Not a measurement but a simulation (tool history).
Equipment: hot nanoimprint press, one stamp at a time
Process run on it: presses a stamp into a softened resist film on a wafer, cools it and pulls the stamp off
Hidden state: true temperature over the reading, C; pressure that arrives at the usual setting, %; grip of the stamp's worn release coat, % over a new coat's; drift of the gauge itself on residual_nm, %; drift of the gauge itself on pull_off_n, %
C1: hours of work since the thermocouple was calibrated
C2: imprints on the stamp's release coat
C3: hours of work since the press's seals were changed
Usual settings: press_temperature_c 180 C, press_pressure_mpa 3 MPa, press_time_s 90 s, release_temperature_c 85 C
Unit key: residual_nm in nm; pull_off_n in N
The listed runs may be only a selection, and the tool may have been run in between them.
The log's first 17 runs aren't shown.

run 18 hour=175.4 | press_temperature_c=188 press_pressure_mpa=3.76 press_time_s=57 release_temperature_c=91 | C1=11 C2=796 C3=406 | residual_nm=96.7 pull_off_n=193
run 19 hour=191.1 | press_temperature_c=172 press_pressure_mpa=3 press_time_s=90 release_temperature_c=75 | C1=20 C2=827 C3=415 | residual_nm=193.3 pull_off_n=245
run 20 hour=200.9 | press_temperature_c=182 press_pressure_mpa=3 press_time_s=77 release_temperature_c=75 | C1=26 C2=847 C3=420 | residual_nm=130.3 pull_off_n=245
run 21 hour=214.4 | press_temperature_c=182 press_pressure_mpa=3 press_time_s=77 release_temperature_c=75 | C1=33 C2=873 C3=428 | residual_nm=129.4 pull_off_n=249
run 22 hour=221.9 | press_temperature_c=169 press_pressure_mpa=3.39 press_time_s=65 release_temperature_c=71 | C1=37 C2=888 C3=432 | residual_nm=228.6 pull_off_n=266
run 23 hour=228.6 | press_temperature_c=179 press_pressure_mpa=2.79 press_time_s=63 release_temperature_c=82 | C1=41 C2=901 C3=436 | residual_nm=165.9 pull_off_n=241
run 24 hour=241.4 | press_temperature_c=179 press_pressure_mpa=2.79 press_time_s=63 release_temperature_c=82 | C1=48 C2=927 C3=443 | residual_nm=165 pull_off_n=226
run 25 hour=256.6 | press_temperature_c=182 press_pressure_mpa=4.34 press_time_s=52 release_temperature_c=86 | C1=57 C2=957 C3=451 | residual_nm=126.6 pull_off_n=227
run 26 hour=271.2 | press_temperature_c=180 press_pressure_mpa=3 press_time_s=57 release_temperature_c=80 | C1=65 C2=985 C3=460 | residual_nm=157.8 pull_off_n=241
run 27 hour=284.1 | press_temperature_c=175 press_pressure_mpa=4.32 press_time_s=122 release_temperature_c=75 | C1=72 C2=1011 C3=467 | residual_nm=132.6 pull_off_n=254
run 28 hour=298 | press_temperature_c=175 press_pressure_mpa=4.18 press_time_s=65 release_temperature_c=79 | C1=80 C2=1038 C3=475 | residual_nm=165.7 pull_off_n=242
run 29 hour=309.5 | press_temperature_c=175 press_pressure_mpa=4.18 press_time_s=65 release_temperature_c=79 | C1=86 C2=1061 C3=481 | residual_nm=165.3 pull_off_n=243
run 30 hour=317 | press_temperature_c=175 press_pressure_mpa=4.18 press_time_s=65 release_temperature_c=79 | C1=91 C2=1076 C3=485 | residual_nm=165.1 pull_off_n=251

Consider 4 possible next runs. They are alternatives, not a sequence: every one starts from the tool as it was left by run 30. What does each give?
run A hour=329.6 | press_temperature_c=180 press_pressure_mpa=4.01 press_time_s=90 release_temperature_c=85 | C1=98 C2=1101 C3=492 | residual_nm=? pull_off_n=?
run B hour=329.6 | press_temperature_c=176 press_pressure_mpa=3.93 press_time_s=65 release_temperature_c=77 | C1=98 C2=1101 C3=492 | residual_nm=? pull_off_n=?
run C hour=329.6 | press_temperature_c=172 press_pressure_mpa=1.81 press_time_s=146 release_temperature_c=79 | C1=98 C2=1101 C3=492 | residual_nm=? pull_off_n=?
run D hour=329.6 | press_temperature_c=180 press_pressure_mpa=3 press_time_s=90 release_temperature_c=75 | C1=98 C2=1101 C3=492 | residual_nm=? pull_off_n=?

run=A residual_nm=117.5 pull_off_n=227
run=B residual_nm=162.2 pull_off_n=251
run=C residual_nm=202 pull_off_n=247
run=D residual_nm=132.6 pull_off_n=257
Without the tool's hidden state the same runs would have given:
run=A residual_nm=117.3 pull_off_n=172
run=B residual_nm=162.1 pull_off_n=190
run=C residual_nm=203 pull_off_n=187
run=D residual_nm=132.8 pull_off_n=195
